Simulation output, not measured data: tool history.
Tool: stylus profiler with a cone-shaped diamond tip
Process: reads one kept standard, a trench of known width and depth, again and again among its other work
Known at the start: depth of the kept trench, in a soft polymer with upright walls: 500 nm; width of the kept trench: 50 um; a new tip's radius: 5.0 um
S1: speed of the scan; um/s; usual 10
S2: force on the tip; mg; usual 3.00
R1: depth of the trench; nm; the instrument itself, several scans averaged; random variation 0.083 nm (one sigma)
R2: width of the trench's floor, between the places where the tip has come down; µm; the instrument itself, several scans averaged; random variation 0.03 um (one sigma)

run 1 day=0.000 | S1=10 S2=3.00 | R1=509.03 R2=45.34
run 2 day=1.183 | S1=10 S2=3.00 | R1=509.06 R2=45.31
run 3 day=3.054 | S1=10 S2=3.00 | R1=509.14 R2=45.31
run 4 day=4.908 | S1=17 S2=3.00 | R1=508.94 R2=45.18
run 5 day=6.596 | S1=17 S2=3.00 | R1=509.17 R2=45.18
run 6 day=8.396 | S1=17 S2=3.00 | R1=509.02 R2=45.12
run 7 day=11.004 | S1=17 S2=3.00 | R1=508.85 R2=45.05
run 8 day=12.779 | S1=10 S2=2.91 | R1=508.77 R2=45.00
run 9 day=14.821 | S1=10 S2=1.83 | R1=506.30 R2=44.96
run 10 day=16.267 | S1=10 S2=7.28 | R1=516.60 R2=45.04
run 11 day=18.129 | S1=10 S2=3.00 | R1=508.74 R2=44.91
run 12 day=19.812 | S1=14 S2=3.00 | R1=508.86 R2=44.90
run 13 day=21.758 | S1=14 S2=3.00 | R1=508.80 R2=44.81
run 14 day=23.579 | S1=14 S2=3.00 | R1=508.79 R2=44.78
run 15 day=24.929 | S1=14 S2=3.00 | R1=508.76 R2=44.75
run 16 day=26.504 | S1=10 S2=4.64 | R1=511.91 R2=44.79
run 17 day=28.496 | S1=10 S2=4.64 | R1=511.83 R2=44.73
run 18 day=30.283 | S1=10 S2=4.64 | R1=511.75 R2=44.71
run 19 day=32.058 | S1=10 S2=4.64 | R1=511.78 R2=44.66
run 20 day=34.588 | S1=10 S2=4.64 | R1=511.64 R2=44.64
run 21 day=36.988 | S1=10 S2=4.64 | R1=511.68 R2=44.55
run 22 day=38.058 | S1=10 S2=4.64 | R1=511.65 R2=44.51
run 23 day=40.312 | S1=10 S2=4.64 | R1=511.67 R2=44.49
run 24 day=42.504 | S1=5 S2=3.31 | R1=508.94 R2=44.48
run 25 day=44.704 | S1=13 S2=1.58 | R1=505.07 R2=44.34
run 26 day=45.867 | S1=23 S2=2.11 | R1=506.24 R2=44.25
run 27 day=47.367 | S1=4 S2=2.23 | R1=506.58 R2=44.34
run 28 day=48.567 | S1=2 S2=1.37 | R1=504.38 R2=44.32
run 29 day=50.442 | S1=2 S2=1.37 | R1=504.31 R2=44.32
run 30 day=52.938 | S1=2 S2=1.37 | R1=504.30 R2=44.23
run 31 day=54.133 | S1=24 S2=4.08 | R1=510.31 R2=44.17
run 32 day=56.775 | S1=23 S2=1.95 | R1=505.76 R2=44.07
run 33 day=59.025 | S1=10 S2=2.97 | R1=508.03 R2=44.10
run 34 day=61.417 | S1=10 S2=2.97 | R1=508.02 R2=44.07
run 35 day=63.538 | S1=5 S2=2.67 | R1=507.32 R2=44.05
run 36 day=64.683 | S1=10 S2=2.23 | R1=506.50 R2=43.97
run 37 day=66.846 | S1=10 S2=2.23 | R1=506.30 R2=43.91
run 38 day=68.229 | S1=9 S2=2.94 | R1=507.71 R2=43.88
run 39 day=69.458 | S1=4 S2=2.94 | R1=507.81 R2=43.99
run 40 day=70.738 | S1=4 S2=2.94 | R1=507.79 R2=43.97
run 41 day=73.296 | S1=38 S2=1.41 | R1=504.23 R2=43.61

5 ways to go on from here, each from the tool as it stands after run 41. What would each give?
run A day=75.317 | S1=26 S2=2.25 | R1=? R2=?
run B day=75.317 | S1=21 S2=2.00 | R1=? R2=?
run C day=75.317 | S1=2 S2=5.18 | R1=? R2=?
run D day=75.317 | S1=38 S2=1.20 | R1=? R2=?
run E day=75.317 | S1=21 S2=1.41 | R1=? R2=?

run=A R1=506.28 R2=43.72
run=B R1=505.59 R2=43.72
run=C R1=511.93 R2=43.82
run=D R1=503.66 R2=43.54
run=E R1=503.94 R2=43.71
Without the tool's hidden state the same runs would have given:
run=A R1=507.84 R2=45.51
run=B R1=507.15 R2=45.51
run=C R1=513.50 R2=45.61
run=D R1=505.22 R2=45.33
run=E R1=505.49 R2=45.50
